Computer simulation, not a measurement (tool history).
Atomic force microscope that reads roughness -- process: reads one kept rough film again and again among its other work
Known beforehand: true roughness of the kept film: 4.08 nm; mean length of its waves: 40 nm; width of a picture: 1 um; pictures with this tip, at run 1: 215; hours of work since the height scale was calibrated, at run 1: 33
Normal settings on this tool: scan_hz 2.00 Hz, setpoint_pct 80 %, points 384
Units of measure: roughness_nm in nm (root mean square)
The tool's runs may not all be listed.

| run | hour | scan_hz | setpoint_pct | points | pictures with this tip | hours of work since the height scale was calibrated | roughness_nm |
|---|---|---|---|---|---|---|---|
| 1 | 0.0 | 2.00 | 80 | 384 | 215 | 33 | 2.993 |
| 2 | 5.7 | 2.00 | 80 | 384 | 221 | 37 | 3.008 |
| 3 | 12.7 | 2.00 | 80 | 384 | 228 | 41 | 3.019 |
|  | 17.5 | new tip fitted |
| 4 | 19.4 | 2.00 | 80 | 384 | 2 | 45 | 3.031 |
| 5 | 25.9 | 2.00 | 80 | 384 | 8 | 48 | 2.988 |
| 6 | 33.5 | 1.07 | 80 | 384 | 16 | 53 | 3.275 |
| 7 | 38.3 | 2.00 | 80 | 384 | 21 | 56 | 3.003 |
| 8 | 43.8 | 2.00 | 80 | 384 | 26 | 59 | 3.031 |
| 9 | 51.5 | 2.00 | 83 | 384 | 34 | 63 | 2.914 |
| 10 | 60.5 | 2.00 | 83 | 384 | 43 | 69 | 2.940 |
| 11 | 66.1 | 2.00 | 83 | 384 | 49 | 72 | 2.915 |
| 12 | 74.1 | 2.00 | 88 | 384 | 57 | 77 | 2.757 |
| 13 | 79.1 | 2.00 | 89 | 384 | 62 | 80 | 2.757 |
| 14 | 85.6 | 2.00 | 89 | 384 | 68 | 83 | 2.733 |
| 15 | 92.6 | 2.00 | 89 | 384 | 75 | 88 | 2.735 |
| 16 | 99.6 | 2.00 | 89 | 384 | 82 | 92 | 2.751 |
| 17 | 107.3 | 2.00 | 80 | 303 | 90 | 96 | 3.013 |
| 18 | 111.3 | 2.00 | 80 | 303 | 94 | 99 | 2.994 |
| 19 | 116.9 | 2.00 | 80 | 303 | 100 | 102 | 3.015 |
| 20 | 121.2 | 2.00 | 80 | 384 | 104 | 104 | 3.008 |
| 21 | 128.7 | 2.00 | 80 | 384 | 111 | 109 | 2.998 |
| 22 | 132.7 | 2.00 | 80 | 479 | 115 | 111 | 3.004 |
| 23 | 141.2 | 2.00 | 80 | 573 | 124 | 116 | 3.016 |
| 24 | 146.4 | 2.00 | 62 | 384 | 129 | 119 | 3.405 |
| 25 | 155.2 | 2.00 | 80 | 983 | 138 | 124 | 3.005 |
| 26 | 162.7 | 2.00 | 80 | 983 | 146 | 129 | 3.005 |
| 27 | 167.8 | 2.02 | 80 | 384 | 151 | 132 | 2.996 |
| 28 | 174.2 | 2.68 | 80 | 523 | 157 | 135 | 2.848 |
| 29 | 182.9 | 2.68 | 80 | 523 | 166 | 141 | 2.836 |
| 30 | 187.4 | 2.68 | 57 | 513 | 170 | 143 | 3.414 |
| 31 | 192.5 | 1.85 | 79 | 966 | 175 | 146 | 3.096 |
| 32 | 197.6 | 2.00 | 67 | 364 | 181 | 149 | 3.328 |
| 33 | 201.8 | 0.62 | 80 | 441 | 185 | 152 | 3.453 |
| 34 | 206.2 | 2.87 | 80 | 424 | 189 | 154 | 2.773 |
| 35 | 211.2 | 2.87 | 80 | 424 | 194 | 157 | 2.751 |
| 36 | 218.1 | 2.87 | 80 | 424 | 201 | 161 | 2.787 |
| 37 | 223.8 | 2.87 | 80 | 424 | 207 | 165 | 2.800 |
| 38 | 231.3 | 2.87 | 80 | 424 | 214 | 169 | 2.787 |
| 39 | 236.6 | 2.87 | 80 | 424 | 220 | 172 | 2.787 |
| 40 | 244.2 | 0.67 | 64 | 566 | 227 | 177 | 3.578 |
|  | 249.0 | new tip fitted |
| 41 | 252.2 | 2.00 | 67 | 331 | 3 | 181 | 3.320 |
| 42 | 259.4 | 3.57 | 72 | 468 | 10 | 185 | 2.916 |
| 43 | 263.6 | 0.98 | 64 | 547 | 14 | 188 | 3.529 |
| 44 | 272.4 | 0.98 | 64 | 547 | 23 | 193 | 3.509 |
| 45 | 279.0 | 0.98 | 64 | 547 | 30 | 197 | 3.546 |
| 46 | 287.9 | 0.98 | 64 | 547 | 39 | 202 | 3.546 |
| 47 | 294.6 | 2.31 | 64 | 592 | 45 | 206 | 3.336 |
| 48 | 301.7 | 2.31 | 64 | 592 | 52 | 210 | 3.324 |
| 49 | 307.6 | 2.00 | 62 | 856 | 58 | 213 | 3.436 |
| 50 | 311.7 | 2.25 | 86 | 338 | 62 | 216 | 2.748 |
| 51 | 317.1 | 2.25 | 86 | 338 | 68 | 219 | 2.747 |
| 52 | 326.0 | 1.46 | 75 | 606 | 77 | 224 | 3.311 |
| 53 | 334.6 | 1.46 | 75 | 606 | 85 | 229 | 3.284 |

4 options for the next run, each taken on its own from the tool as it stands now. Forecast them:
| A | 339.0 | 0.78 | 80 | 274 | 90 | 232 | ? |
| B | 339.0 | 2.00 | 87 | 384 | 90 | 232 | ? |
| C | 339.0 | 3.15 | 76 | 431 | 90 | 232 | ? |
| D | 339.0 | 3.00 | 80 | 384 | 90 | 232 | ? |

| run | roughness_nm |
|---|---|
| A | 3.357 |
| B | 2.788 |
| C | 2.873 |
| D | 2.768 |
Stripped of hidden state, with their random variation kept, the same runs would have yielded:
| run | roughness_nm |
|---|---|
| A | 3.358 |
| B | 2.790 |
| C | 2.874 |
| D | 2.770 |
